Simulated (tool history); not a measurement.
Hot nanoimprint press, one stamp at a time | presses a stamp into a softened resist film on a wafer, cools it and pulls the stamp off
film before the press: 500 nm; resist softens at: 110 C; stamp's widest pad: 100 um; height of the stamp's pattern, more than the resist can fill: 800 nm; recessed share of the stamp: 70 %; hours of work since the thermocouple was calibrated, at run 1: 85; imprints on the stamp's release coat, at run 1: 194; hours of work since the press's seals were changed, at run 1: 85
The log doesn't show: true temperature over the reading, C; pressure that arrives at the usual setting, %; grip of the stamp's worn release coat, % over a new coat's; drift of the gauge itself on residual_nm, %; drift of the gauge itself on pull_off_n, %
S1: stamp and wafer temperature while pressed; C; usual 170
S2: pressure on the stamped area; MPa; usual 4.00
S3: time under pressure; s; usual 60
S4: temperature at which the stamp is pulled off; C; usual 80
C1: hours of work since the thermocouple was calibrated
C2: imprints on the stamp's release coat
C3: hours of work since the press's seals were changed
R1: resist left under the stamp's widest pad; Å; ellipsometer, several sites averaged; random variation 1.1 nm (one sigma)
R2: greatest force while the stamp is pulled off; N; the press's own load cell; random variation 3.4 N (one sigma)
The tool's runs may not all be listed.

run  hour   S1    S2   S3  S4   C1   C2   C3    R1   R2
  1   0.0  170  4.00   60  80   85  194   85  2728  156
  2   8.2  170  4.00   60  80   89  216   89  2727  168
  3  14.3  170  4.00   60  80   92  232   92  2711  160
  4  18.5  174  4.00   60  80   94  243   94  2262  164
  5  24.4  174  4.00   60  80   96  259   96  2271  160
  6  32.5  174  4.00   60  80  100  280  100  2271  157
  7  41.6  174  4.00   60  80  105  304  105  2256  158
  8  48.6  174  4.00   60  80  108  323  108  2245  167
  9  56.3  170  4.00   60  80  112  343  112  2716  161
 10  61.2  170  4.00   60  80  114  356  114  2696  161
 11  67.1  170  3.53   60  80  117  371  117  2803  161
 12  73.1  170  4.00  117  80  120  387  120  2077  163
 13  79.3  170  4.00  117  80  123  404  123  2076  168
 14  87.8  170  4.00  117  80  127  426  127  2096  163
 15  93.7  170  4.00   60  80  130  442  130  2688  167

Forecast run 16:
 16  101.0  170  4.00  60  80  134  461  134   ?   ?

Run 16 gave R1 2673 Å, R2 164 N.
Without the tool's hidden state the same run would have given R1 2715 Å, R2 163 N.

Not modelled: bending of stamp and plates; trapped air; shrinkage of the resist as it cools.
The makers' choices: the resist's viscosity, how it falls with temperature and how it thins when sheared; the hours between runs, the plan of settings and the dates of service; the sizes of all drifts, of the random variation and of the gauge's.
